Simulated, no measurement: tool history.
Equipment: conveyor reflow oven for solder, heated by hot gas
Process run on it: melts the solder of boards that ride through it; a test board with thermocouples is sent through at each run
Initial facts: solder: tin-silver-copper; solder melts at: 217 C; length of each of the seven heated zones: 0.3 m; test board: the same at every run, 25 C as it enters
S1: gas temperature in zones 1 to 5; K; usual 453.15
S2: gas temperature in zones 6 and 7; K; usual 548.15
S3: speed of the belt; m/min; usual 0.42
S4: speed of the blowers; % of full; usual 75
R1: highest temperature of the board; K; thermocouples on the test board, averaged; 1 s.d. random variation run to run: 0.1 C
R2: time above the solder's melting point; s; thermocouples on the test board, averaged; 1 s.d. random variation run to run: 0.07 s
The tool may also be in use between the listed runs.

{"run": 1, "hour": 0.0, "S1": 453.15, "S2": 548.15, "S3": 0.42, "S4": 75, "R1": 533.95, "R2": 73.37}
{"run": 2, "hour": 37.4, "S1": 453.15, "S2": 548.15, "S3": 0.42, "S4": 75, "R1": 534.15, "R2": 73.3}
{"run": 3, "hour": 75.4, "S1": 453.15, "S2": 548.15, "S3": 0.42, "S4": 75, "R1": 533.75, "R2": 73.2}
{"run": 4, "hour": 131.1, "S1": 453.15, "S2": 548.15, "S3": 0.42, "S4": 75, "R1": 533.55, "R2": 73.04}
{"hour": 193.5, "done": "flux residue cleaned out of gas plates and filters"}
{"run": 5, "hour": 202.9, "S1": 453.15, "S2": 548.15, "S3": 0.42, "S4": 85, "R1": 535.55, "R2": 74.72}
{"run": 6, "hour": 277.0, "S1": 453.15, "S2": 548.15, "S3": 0.42, "S4": 85, "R1": 535.55, "R2": 74.51}
{"run": 7, "hour": 328.3, "S1": 453.15, "S2": 548.15, "S3": 0.42, "S4": 85, "R1": 535.05, "R2": 74.33}
{"run": 8, "hour": 392.9, "S1": 453.15, "S2": 548.15, "S3": 0.436, "S4": 75, "R1": 532.55, "R2": 69.69}
{"run": 9, "hour": 461.3, "S1": 453.15, "S2": 548.15, "S3": 0.42, "S4": 75, "R1": 533.55, "R2": 73.07}
{"hour": 475.5, "done": "flux residue cleaned out of gas plates and filters"}
{"run": 10, "hour": 522.4, "S1": 453.15, "S2": 548.15, "S3": 0.42, "S4": 75, "R1": 534.65, "R2": 74.04}
{"run": 11, "hour": 569.0, "S1": 453.15, "S2": 548.15, "S3": 0.42, "S4": 75, "R1": 534.65, "R2": 74.15}
{"hour": 578.6, "done": "thermocouples of zones 6 and 7 changed"}
{"run": 12, "hour": 630.6, "S1": 453.15, "S2": 548.15, "S3": 0.42, "S4": 75, "R1": 533.85, "R2": 73.6}

Run 13 has not been measured yet. What should we expect?
{"run": 13, "hour": 686.1, "S1": 453.15, "S2": 548.15, "S3": 0.42, "S4": 75, "R1": "?", "R2": "?"}

For run 13 the tool returned R1 533.85 K, R2 73.51 s.
Take away the tool's hidden state, keep the run-to-run variation as it was, and the same run would have given R1 534.05 K, R2 72.76 s.

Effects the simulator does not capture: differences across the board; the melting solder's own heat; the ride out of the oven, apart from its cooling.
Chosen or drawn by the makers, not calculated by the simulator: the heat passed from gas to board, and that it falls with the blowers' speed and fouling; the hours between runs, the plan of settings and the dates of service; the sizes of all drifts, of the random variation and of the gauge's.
